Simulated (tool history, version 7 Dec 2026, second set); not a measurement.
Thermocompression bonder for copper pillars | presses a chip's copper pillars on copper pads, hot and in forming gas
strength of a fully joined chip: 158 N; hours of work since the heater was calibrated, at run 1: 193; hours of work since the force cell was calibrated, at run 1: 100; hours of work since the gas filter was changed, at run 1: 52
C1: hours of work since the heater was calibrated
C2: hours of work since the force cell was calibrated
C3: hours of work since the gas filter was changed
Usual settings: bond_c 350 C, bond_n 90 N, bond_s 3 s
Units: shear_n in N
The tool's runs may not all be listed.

run 1 hour=0.0 | bond_c=350 bond_n=90 bond_s=3 | C1=193 C2=100 C3=52 | shear_n=106.5
run 2 hour=15.2 | bond_c=350 bond_n=90 bond_s=2 | C1=201 C2=108 C3=60 | shear_n=93.5
run 3 hour=25.9 | bond_c=350 bond_n=90 bond_s=2 | C1=207 C2=114 C3=66 | shear_n=94.7
run 4 hour=34.4 | bond_c=350 bond_n=90 bond_s=2 | C1=212 C2=119 C3=70 | shear_n=92.4
run 5 hour=43.4 | bond_c=352 bond_n=90 bond_s=3 | C1=217 C2=124 C3=75 | shear_n=106.2
run 6 hour=56.3 | bond_c=352 bond_n=90 bond_s=3 | C1=224 C2=131 C3=82 | shear_n=106.4
run 7 hour=70.1 | bond_c=352 bond_n=90 bond_s=3 | C1=231 C2=138 C3=90 | shear_n=105.6
run 8 hour=79.3 | bond_c=350 bond_n=90 bond_s=3 | C1=236 C2=143 C3=95 | shear_n=105.2
run 9 hour=90.9 | bond_c=350 bond_n=90 bond_s=3 | C1=242 C2=149 C3=101 | shear_n=103.2
run 10 hour=100.5 | bond_c=367 bond_n=90 bond_s=3 | C1=248 C2=155 C3=106 | shear_n=114.3
run 11 hour=110.3 | bond_c=336 bond_n=90 bond_s=3 | C1=253 C2=160 C3=112 | shear_n=94.7
run 12 hour=124.3 | bond_c=336 bond_n=90 bond_s=3 | C1=261 C2=168 C3=119 | shear_n=95.2
run 13 hour=136.0 | bond_c=350 bond_n=73 bond_s=3 | C1=267 C2=174 C3=126 | shear_n=90.6
run 14 hour=149.3 | bond_c=350 bond_n=73 bond_s=3 | C1=274 C2=181 C3=133 | shear_n=90.5
run 15 hour=156.8 | bond_c=354 bond_n=90 bond_s=3 | C1=278 C2=185 C3=137 | shear_n=107.0
run 16 hour=168.2 | bond_c=350 bond_n=128 bond_s=3 | C1=285 C2=192 C3=143 | shear_n=123.6
run 17 hour=179.1 | bond_c=350 bond_n=128 bond_s=3 | C1=290 C2=198 C3=149 | shear_n=123.7
run 18 hour=189.7 | bond_c=350 bond_n=128 bond_s=3 | C1=296 C2=203 C3=155 | shear_n=122.0
run 19 hour=203.3 | bond_c=350 bond_n=128 bond_s=3 | C1=304 C2=211 C3=163 | shear_n=122.8
run 20 hour=217.5 | bond_c=350 bond_n=128 bond_s=3 | C1=311 C2=218 C3=170 | shear_n=121.2
run 21 hour=225.3 | bond_c=345 bond_n=94 bond_s=2 | C1=316 C2=223 C3=174 | shear_n=89.8
run 22 hour=234.5 | bond_c=349 bond_n=131 bond_s=2 | C1=321 C2=228 C3=179 | shear_n=112.1
run 23 hour=242.4 | bond_c=371 bond_n=54 bond_s=7 | C1=325 C2=232 C3=184 | shear_n=106.2
run 24 hour=253.6 | bond_c=345 bond_n=103 bond_s=6 | C1=331 C2=238 C3=190 | shear_n=124.0
run 25 hour=266.2 | bond_c=339 bond_n=99 bond_s=3 | C1=338 C2=245 C3=197 | shear_n=100.1
run 26 hour=274.2 | bond_c=357 bond_n=114 bond_s=3 | C1=342 C2=249 C3=201 | shear_n=117.6
run 27 hour=282.8 | bond_c=357 bond_n=98 bond_s=4 | C1=347 C2=254 C3=206 | shear_n=117.6
run 28 hour=291.6 | bond_c=375 bond_n=98 bond_s=2 | C1=352 C2=259 C3=211 | shear_n=108.5
run 29 hour=298.5 | bond_c=350 bond_n=126 bond_s=3 | C1=356 C2=263 C3=214 | shear_n=119.4
run 30 hour=305.1 | bond_c=350 bond_n=126 bond_s=3 | C1=359 C2=266 C3=218 | shear_n=119.2
run 31 hour=314.3 | bond_c=350 bond_n=126 bond_s=3 | C1=364 C2=271 C3=223 | shear_n=120.0
run 32 hour=329.3 | bond_c=350 bond_n=126 bond_s=3 | C1=372 C2=279 C3=231 | shear_n=118.7
run 33 hour=342.9 | bond_c=351 bond_n=84 bond_s=3 | C1=380 C2=287 C3=239 | shear_n=95.9
run 34 hour=353.7 | bond_c=353 bond_n=118 bond_s=5 | C1=386 C2=293 C3=244 | shear_n=127.9
run 35 hour=360.7 | bond_c=334 bond_n=60 bond_s=3 | C1=389 C2=297 C3=248 | shear_n=65.7
run 36 hour=367.6 | bond_c=333 bond_n=104 bond_s=3 | C1=393 C2=300 C3=252 | shear_n=97.6
run 37 hour=379.8 | bond_c=366 bond_n=76 bond_s=2 | C1=400 C2=307 C3=259 | shear_n=87.4
run 38 hour=394.7 | bond_c=367 bond_n=76 bond_s=2 | C1=408 C2=315 C3=267 | shear_n=88.4
-- hour=397.8 forming gas filter changed
run 39 hour=402.0 | bond_c=367 bond_n=76 bond_s=2 | C1=412 C2=319 C3=2 | shear_n=95.3

Some steps in shear_n between neighbouring runs. How much of each would the tool show without its hidden state too (settings, what came in, random variation), and how much is left for the hidden state, with any gauge scatter that isn't in both results?
The hidden state here: true temperature of the bond over the reading, C; force that reaches the chip, % of what is set; oxide that the forming gas leaves, % of the face; drift of the gauge itself on shear_n, %.
Run 33 -> 34: bond_c 351 -> 353, bond_n 84 -> 118, bond_s 3 -> 5. shear_n +32.0 N: hidden state -1.6, all else +33.6.
Run 34 -> 35: bond_c 353 -> 334, bond_n 118 -> 60, bond_s 5 -> 3. shear_n -62.2 N: hidden state +3.6, all else -65.8.
Run 35 -> 36: bond_c 334 -> 333, bond_n 60 -> 104. shear_n +31.9 N: hidden state -2.6, all else +34.5.
Run 38 -> 39: forming gas filter changed. shear_n +6.9 N: hidden state +6.6, all else +0.3.

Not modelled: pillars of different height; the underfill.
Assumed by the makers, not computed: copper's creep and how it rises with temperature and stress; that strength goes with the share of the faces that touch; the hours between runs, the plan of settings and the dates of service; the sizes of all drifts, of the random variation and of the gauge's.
